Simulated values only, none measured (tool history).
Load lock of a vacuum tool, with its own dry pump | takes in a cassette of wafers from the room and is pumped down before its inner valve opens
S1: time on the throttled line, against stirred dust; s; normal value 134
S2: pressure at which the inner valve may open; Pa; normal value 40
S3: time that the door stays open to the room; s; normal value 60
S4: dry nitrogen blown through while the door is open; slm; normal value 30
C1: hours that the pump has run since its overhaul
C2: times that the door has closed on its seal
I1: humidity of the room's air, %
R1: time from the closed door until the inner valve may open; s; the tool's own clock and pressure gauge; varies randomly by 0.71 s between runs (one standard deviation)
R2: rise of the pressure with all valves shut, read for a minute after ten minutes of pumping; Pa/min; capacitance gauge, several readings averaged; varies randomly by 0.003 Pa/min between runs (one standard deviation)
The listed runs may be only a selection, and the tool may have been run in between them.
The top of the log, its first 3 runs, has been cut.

run	hour	S1	S2	S3	S4	C1	C2	I1	R1	R2
4	952	134	40	60	30	8504	34617	44.6	177.1	0.01
5	1297.7	137	40	60	30	8850	35645	49	179.4	0.01
6	1751.9	134	40	60	22	9304	36997	43.3	176.7	0.014
7	2237.6	134	40	60	22	9790	38442	44.5	176.8	0.011
8	2688.9	134	40	60	22	10241	39785	43.5	176.7	0.007
9	2950.6	134	40	60	22	10503	40564	46.6	177.9	0.009
10	3206	134	40	60	22	10758	41324	44.2	176.9	0.014
11	3526.6	108	40	60	30	11079	42278	46.2	154.5	0.011
12	3939.7	108	40	60	30	11492	43507	46	153.9	0.012
13	4192.4	108	40	60	30	11745	44259	43.8	152.2	0.012
14	4616.1	108	40	60	30	12169	45520	43.1	153.7	0.01
15	4841	108	40	60	30	12393	46189	41.6	154.1	0.011
16	5181	108	40	60	30	12733	47201	46.7	153.8	0.012
17	5471.2	108	40	60	26	13024	48065	41.5	154.4	0.007
18	5936.3	108	40	60	26	13489	49449	42.5	154	0.013
# hour 6339.1: dry pump taken out, an overhauled one fitted
19	6365.1	166	33	60	14	26	50707	44.1	208.2	0.015
20	6765.6	134	40	238	30	426	51899	49.3	176.4	0.023
21	7084.1	151	42	70	8	745	52846	45.2	192.3	0.019
# hour 7211.9: door's seal changed, seat wiped
22	7404.5	151	62	147	8	1064	573	45.3	190.5	0.027
23	7845.3	151	71	208	6	1505	1885	45.7	188.6	0.045
24	8347.1	151	71	208	6	2006	3378	41.9	188.4	0.04
25	8832.3	151	57	208	26	2492	4822	46	191	0.013
26	9256.8	151	57	208	26	2916	6085	46.5	190.1	0.017
27	9635.2	151	57	208	26	3295	7211	46.6	189.5	0.015

Expected results for the next run?
28	9968.4	151	57	30	19	3628	8203	43.3	?	?

R1: 189.8 s
R2: 0.007 Pa/min
The same run, on a tool lacking any hidden state, would have yielded R1 189.8 s, R2 0.007 Pa/min.
